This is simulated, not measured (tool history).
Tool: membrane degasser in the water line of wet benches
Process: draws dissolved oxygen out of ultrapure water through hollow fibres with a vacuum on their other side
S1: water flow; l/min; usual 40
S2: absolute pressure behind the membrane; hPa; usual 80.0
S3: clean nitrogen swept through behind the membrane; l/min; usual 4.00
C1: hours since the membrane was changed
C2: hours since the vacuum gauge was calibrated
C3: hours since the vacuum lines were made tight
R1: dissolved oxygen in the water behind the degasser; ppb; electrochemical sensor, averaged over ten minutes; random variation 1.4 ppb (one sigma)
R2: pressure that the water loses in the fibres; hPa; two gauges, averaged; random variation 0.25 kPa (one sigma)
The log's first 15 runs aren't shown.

| run | hour | S1 | S2 | S3 | C1 | C2 | C3 | R1 | R2 |
|---|---|---|---|---|---|---|---|---|---|
| 16 | 1380.5 | 64 | 80.0 | 4.00 | 1956 | 385 | 1620 | 338.1 | 1115.6 |
| 17 | 1433.3 | 64 | 80.0 | 4.00 | 2009 | 438 | 1673 | 336.8 | 1113.0 |
| 18 | 1545.5 | 64 | 68.6 | 4.00 | 2121 | 550 | 1785 | 295.8 | 1115.3 |
| 19 | 1641.9 | 57 | 89.5 | 7.85 | 2217 | 647 | 1882 | 210.1 | 996.7 |
| 20 | 1721.3 | 57 | 89.5 | 7.85 | 2297 | 726 | 1961 | 216.5 | 1002.7 |
| 21 | 1776.5 | 36 | 67.4 | 7.65 | 2352 | 781 | 2016 | 57.4 | 632.1 |
| 22 | 1834.5 | 36 | 67.4 | 7.65 | 2410 | 839 | 2074 | 58.9 | 635.2 |
| 23 | 1940.3 | 41 | 80.0 | 3.57 | 2516 | 945 | 2180 | 158.1 | 719.6 |
| 24 | 2007.9 | 37 | 76.7 | 4.00 | 2583 | 1013 | 2248 | 119.8 | 647.5 |
| 25 | 2096.8 | 51 | 57.0 | 3.12 | 2672 | 1101 | 2337 | 170.0 | 900.1 |
| 26 | 2209.8 | 51 | 57.0 | 3.12 | 2785 | 1215 | 2450 | 170.6 | 890.7 |
| 27 | 2302.1 | 29 | 64.7 | 2.61 | 2877 | 1307 | 2542 | 89.9 | 507.3 |
| 28 | 2358.3 | 29 | 64.7 | 2.61 | 2934 | 1363 | 2598 | 90.7 | 510.4 |
| 29 | 2466.8 | 29 | 64.7 | 2.61 | 3042 | 1471 | 2707 | 91.7 | 512.0 |
| 30 | 2575.0 | 29 | 64.7 | 2.61 | 3150 | 1580 | 2815 | 89.4 | 511.0 |
| 31 | 2694.9 | 40 | 176.2 | 5.70 | 3270 | 1700 | 2935 | 272.8 | 710.0 |
| 32 | 2785.0 | 63 | 127.8 | 9.61 | 3360 | 1790 | 3025 | 310.9 | 1117.3 |

3 ways to go on from here, each from the tool as it stands after run 32. What would each give?
| A | 2898.8 | 55 | 142.2 | 1.89 | 3474 | 1903 | 3139 | ? | ? |
| B | 2898.8 | 40 | 80.0 | 11.47 | 3474 | 1903 | 3139 | ? | ? |
| C | 2898.8 | 41 | 105.0 | 3.96 | 3474 | 1903 | 3139 | ? | ? |

| run | R1 | R2 |
|---|---|---|
| A | 743.1 | 971.9 |
| B | 72.7 | 711.1 |
| C | 211.4 | 728.3 |
Without the tool's hidden state the same runs would have given:
| run | R1 | R2 |
|---|---|---|
| A | 727.4 | 942.6 |
| B | 67.1 | 689.8 |
| C | 204.2 | 706.4 |
